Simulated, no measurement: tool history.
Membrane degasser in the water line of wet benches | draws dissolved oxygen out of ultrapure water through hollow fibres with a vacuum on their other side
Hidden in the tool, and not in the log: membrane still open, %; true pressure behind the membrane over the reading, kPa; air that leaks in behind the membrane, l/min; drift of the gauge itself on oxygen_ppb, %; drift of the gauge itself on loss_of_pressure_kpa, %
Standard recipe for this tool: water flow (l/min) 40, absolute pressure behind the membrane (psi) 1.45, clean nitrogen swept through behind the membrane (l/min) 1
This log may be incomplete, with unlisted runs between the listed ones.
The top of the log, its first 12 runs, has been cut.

| run | hour | water flow (l/min) | absolute pressure behind the membrane (psi) | clean nitrogen swept through behind the membrane (l/min) | hours since the membrane was changed | hours since the vacuum gauge was calibrated | hours since the vacuum lines were made tight | dissolved oxygen in the water behind the degasser (ppb) | pressure that the water loses in the fibres (psi) |
|---|---|---|---|---|---|---|---|---|---|
| 13 | 3286 | 40 | 2.15 | 1 | 8235 | 3286 | 4626 | 1189.1 | 4.627 |
| 14 | 3602.5 | 40 | 2.15 | 1 | 8552 | 3602 | 4943 | 1190.2 | 4.662 |
| 15 | 3913.2 | 40 | 1.45 | 2.39 | 8862 | 3913 | 5253 | 626.6 | 4.67 |
| 16 | 4116.4 | 40 | 1.45 | 2.39 | 9066 | 4116 | 5457 | 623.8 | 4.676 |
|  | 4320 | membrane cartridge changed |
| 17 | 4376.5 | 40 | 1.45 | 2.39 | 56 | 4373 | 5713 | 542.9 | 4.308 |
| 18 | 4603.2 | 63 | 3.31 | 0.59 | 283 | 4599 | 5939 | 2894.9 | 6.801 |
|  | 4640.3 | vacuum gauge calibrated |
|  | 4826.2 | seals of the vacuum lines changed |
| 19 | 4923.1 | 52 | 1.45 | 1 | 601 | 281 | 97 | 1088.7 | 5.642 |
| 20 | 5195.1 | 38 | 2.34 | 1.34 | 873 | 553 | 369 | 949.2 | 4.112 |
| 21 | 5492.7 | 47 | 3.51 | 0.62 | 1170 | 850 | 666 | 2432.9 | 5.131 |
| 22 | 5781.7 | 47 | 0.97 | 0.75 | 1459 | 1139 | 956 | 786.5 | 5.139 |
| 23 | 5987.4 | 40 | 2.35 | 1 | 1665 | 1345 | 1161 | 1195 | 4.428 |
| 24 | 6270.9 | 43 | 1.52 | 2.6 | 1948 | 1629 | 1445 | 613.4 | 4.695 |
| 25 | 6424 | 43 | 1.52 | 2.6 | 2102 | 1782 | 1598 | 616.1 | 4.718 |
| 26 | 6638.2 | 38 | 1.75 | 2.6 | 2316 | 1996 | 1812 | 560.5 | 4.184 |
| 27 | 6861.3 | 45 | 1.28 | 2.6 | 2539 | 2219 | 2035 | 606.8 | 4.986 |
| 28 | 7141.6 | 45 | 1.28 | 2.6 | 2819 | 2499 | 2315 | 614.4 | 4.978 |

What does the tool deliver on the next run?
| 29 | 7380 | 32 | 2.49 | 1.09 | 3057 | 2738 | 2554 | ? | ? |

Logged for run 29: dissolved oxygen in the water behind the degasser (ppb) 982.6, pressure that the water loses in the fibres (psi) 3.523.
Take away the tool's hidden state, keep the run-to-run variation as it was, and the same run would have given dissolved oxygen in the water behind the degasser (ppb) 947.1, pressure that the water loses in the fibres (psi) 3.43.
